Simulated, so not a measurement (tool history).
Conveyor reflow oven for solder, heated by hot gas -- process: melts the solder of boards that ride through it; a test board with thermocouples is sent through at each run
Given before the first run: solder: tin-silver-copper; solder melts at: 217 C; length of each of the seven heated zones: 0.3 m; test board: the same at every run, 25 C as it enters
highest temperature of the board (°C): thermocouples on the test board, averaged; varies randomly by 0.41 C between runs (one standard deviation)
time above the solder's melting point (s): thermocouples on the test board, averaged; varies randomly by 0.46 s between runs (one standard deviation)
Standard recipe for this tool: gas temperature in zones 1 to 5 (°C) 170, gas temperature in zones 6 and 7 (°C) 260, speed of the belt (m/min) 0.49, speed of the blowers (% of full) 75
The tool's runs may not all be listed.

| run | hour | gas temperature in zones 1 to 5 (°C) | gas temperature in zones 6 and 7 (°C) | speed of the belt (m/min) | speed of the blowers (% of full) | highest temperature of the board (°C) | time above the solder's melting point (s) |
|---|---|---|---|---|---|---|---|
| 1 | 0 | 170 | 260 | 0.49 | 75 | 244.5 | 48.4 |
| 2 | 4.5 | 170 | 260 | 0.49 | 75 | 245.2 | 47.8 |
| 3 | 13.1 | 170 | 260 | 0.49 | 54 | 238.8 | 39.4 |
| 4 | 20 | 170 | 260 | 0.49 | 54 | 238.5 | 39 |
| 5 | 29 | 170 | 260 | 0.49 | 54 | 237.9 | 39.4 |
| 6 | 35.7 | 170 | 260 | 0.49 | 73 | 244.2 | 47.7 |
| 7 | 41.8 | 170 | 260 | 0.49 | 75 | 244.7 | 47.8 |
| 8 | 51.9 | 170 | 260 | 0.49 | 75 | 244.7 | 48.4 |
| 9 | 59.6 | 170 | 260 | 0.49 | 75 | 244.7 | 48.6 |
| 10 | 64.4 | 170 | 260 | 0.49 | 75 | 245.3 | 48.1 |
| 11 | 74.6 | 170 | 260 | 0.49 | 75 | 244.3 | 48.9 |
| 12 | 82.1 | 170 | 260 | 0.415 | 75 | 248.7 | 63.6 |
| 13 | 86.9 | 170 | 260 | 0.415 | 75 | 249.8 | 63.3 |
| 14 | 91.6 | 170 | 260 | 0.415 | 75 | 248.9 | 63.2 |
| 15 | 97.9 | 170 | 260 | 0.415 | 56 | 246 | 57 |
| 16 | 108.9 | 170 | 260 | 0.497 | 81 | 246.5 | 49.3 |
| 17 | 115 | 185 | 258 | 0.393 | 75 | 250.6 | 75.2 |
| 18 | 124.6 | 170 | 248 | 0.49 | 75 | 233.9 | 37.9 |
| 19 | 133.1 | 170 | 262 | 0.429 | 83 | 251.8 | 63.3 |
| 20 | 139.8 | 170 | 262 | 0.429 | 83 | 251.5 | 62.2 |
| 21 | 150.1 | 170 | 262 | 0.429 | 83 | 251.8 | 64.1 |
| 22 | 155.4 | 159 | 268 | 0.49 | 75 | 250.2 | 49.2 |
| 23 | 162.1 | 181 | 273 | 0.419 | 79 | 262.9 | 75.2 |
| 24 | 171.1 | 169 | 251 | 0.49 | 66 | 234.7 | 36.4 |
| 25 | 176.3 | 169 | 251 | 0.393 | 66 | 239.4 | 57.5 |
| 26 | 185.9 | 170 | 263 | 0.525 | 66 | 242.5 | 41.7 |
| 27 | 190.4 | 181 | 260 | 0.49 | 75 | 246.6 | 53.3 |

Forecast each of these 4 alternatives for the next run:
| A | 200.8 | 175 | 260 | 0.422 | 58 | ? | ? |
| B | 200.8 | 162 | 263 | 0.398 | 75 | ? | ? |
| C | 200.8 | 181 | 260 | 0.54 | 75 | ? | ? |
| D | 200.8 | 169 | 252 | 0.417 | 75 | ? | ? |

| run | highest temperature of the board (°C) | time above the solder's melting point (s) |
|---|---|---|
| A | 246.3 | 58.5 |
| B | 251.5 | 66.3 |
| C | 244.1 | 45.6 |
| D | 241.7 | 55.4 |
Had the tool no hidden state, the same runs would have come out as:
| run | highest temperature of the board (°C) | time above the solder's melting point (s) |
|---|---|---|
| A | 246.3 | 58.5 |
| B | 251.6 | 66.4 |
| C | 244.2 | 45.7 |
| D | 241.8 | 55.5 |
